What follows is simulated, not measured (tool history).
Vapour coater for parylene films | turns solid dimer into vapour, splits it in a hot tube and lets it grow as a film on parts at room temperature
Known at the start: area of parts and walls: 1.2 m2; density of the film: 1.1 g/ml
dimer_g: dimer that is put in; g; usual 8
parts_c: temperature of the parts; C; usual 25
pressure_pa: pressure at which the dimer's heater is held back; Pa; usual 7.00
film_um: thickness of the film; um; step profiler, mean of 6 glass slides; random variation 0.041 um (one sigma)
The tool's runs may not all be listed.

Run 1, hour 0.0: usual settings. Result: film_um 4.24 um.
Run 2, hour 26.4: usual settings. Result: film_um 4.19 um.
Run 3, hour 50.5: usual settings. Result: film_um 4.15 um.
Run 4, hour 74.0: usual settings. Result: film_um 4.16 um.
Run 5, hour 100.8: usual settings but parts_c 23 C. Result: film_um 4.47 um.
Run 6, hour 119.1: usual settings but dimer_g 7 g. Result: film_um 3.72 um.
Run 7, hour 130.7: usual settings but dimer_g 7 g. Result: film_um 3.60 um.
Run 8, hour 142.7: usual settings but parts_c 33 C. Result: film_um 3.15 um.
Run 9, hour 154.8: usual settings but parts_c 33 C. Result: film_um 3.20 um.
Run 10, hour 173.8: usual settings but parts_c 19 C, pressure_pa 7.47 Pa. Result: film_um 5.08 um.
Run 11, hour 197.7: usual settings but parts_c 28 C, pressure_pa 7.47 Pa. Result: film_um 3.72 um.
Run 12, hour 210.3: usual settings but parts_c 20 C, pressure_pa 3.99 Pa. Result: film_um 5.13 um.
Run 13, hour 231.4: usual settings but dimer_g 12 g, parts_c 27 C, pressure_pa 6.88 Pa. Result: film_um 5.80 um.
At hour 252.1: trap's valve overhauled.
Run 14, hour 262.1: usual settings but dimer_g 12 g, parts_c 27 C, pressure_pa 6.88 Pa. Result: film_um 6.36 um.
Run 15, hour 285.9: usual settings but dimer_g 12 g, parts_c 27 C, pressure_pa 6.88 Pa. Result: film_um 6.28 um.
Run 16, hour 304.8: usual settings but pressure_pa 2.14 Pa. Result: film_um 5.22 um.
Run 17, hour 327.4: usual settings but pressure_pa 2.14 Pa. Result: film_um 5.18 um.

Measured less the same run without the tool's hidden state. The same run-to-run variation is in both; the gauge's scatter may not be:
The hidden state here: vapour lost through the trap's worn valve, %; true temperature of the parts over the reading, C; drift of the gauge itself on film_um, %.
run  film_um
  1    -0.28
  2    -0.29
  3    -0.31
  4    -0.32
  5    -0.36
  6    -0.31
  7    -0.31
  8    -0.28
  9    -0.28
 10    -0.46
 11    -0.35
 12    -0.50
 13    -0.58
 14    +0.04
 15    +0.02
 16    +0.00
 17    -0.01
